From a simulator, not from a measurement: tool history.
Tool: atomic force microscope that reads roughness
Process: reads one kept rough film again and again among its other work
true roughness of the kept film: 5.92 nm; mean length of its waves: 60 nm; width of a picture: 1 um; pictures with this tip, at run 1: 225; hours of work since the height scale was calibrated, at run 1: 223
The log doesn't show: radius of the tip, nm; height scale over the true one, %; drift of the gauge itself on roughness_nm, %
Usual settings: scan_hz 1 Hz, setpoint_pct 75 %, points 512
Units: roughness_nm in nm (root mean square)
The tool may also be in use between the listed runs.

run,hour,scan_hz,setpoint_pct,points,pictures with this tip,hours of work since the height scale was calibrated,roughness_nm
1,0,1,75,512,225,223,4.331
2,6.3,1,75,512,231,226,4.288
3,17.8,1,75,512,241,233,4.279
# hour 25.2: new tip fitted
4,30,1,75,512,4,239,5.205
5,37.2,1,75,512,11,243,5.172
6,48.3,1,75,512,21,250,5.113
7,56,1,75,512,28,254,5.1
8,61,1,75,512,32,257,5.105
9,72,1,75,512,42,263,5.012
# hour 73.7: height scale calibrated on a step standard
10,78.6,0.97,75,512,47,3,5.031
11,88.7,0.97,75,512,56,8,4.982
12,97.7,1.1,75,512,64,13,4.924
13,104,1.1,75,512,70,17,4.847
14,110,2.44,69,554,75,20,4.653
15,119.5,2.44,69,554,83,26,4.662
16,127.5,1.09,57,474,91,30,4.968
# hour 134.7: height scale calibrated on a step standard, once more
17,137,1,70,569,98,1,4.842
18,143.9,1.03,68,644,104,5,4.812
19,151.7,0.52,68,644,111,10,4.874
20,156.7,1,86,445,116,12,4.504
21,164.3,1.18,74,377,123,17,4.639
22,169.7,1,79,686,127,20,4.585
23,181.5,0.87,60,295,138,26,4.734

Forecast each of these 3 alternatives for the next run:
A,187.5,1.54,61,886,143,30,?
B,187.5,3.84,57,416,143,30,?
C,187.5,3.06,90,923,143,30,?

run,roughness_nm
A,4.676
B,4.502
C,3.482
Without the tool's hidden state the same runs would have given:
run,roughness_nm
A,5.336
B,5.137
C,3.972
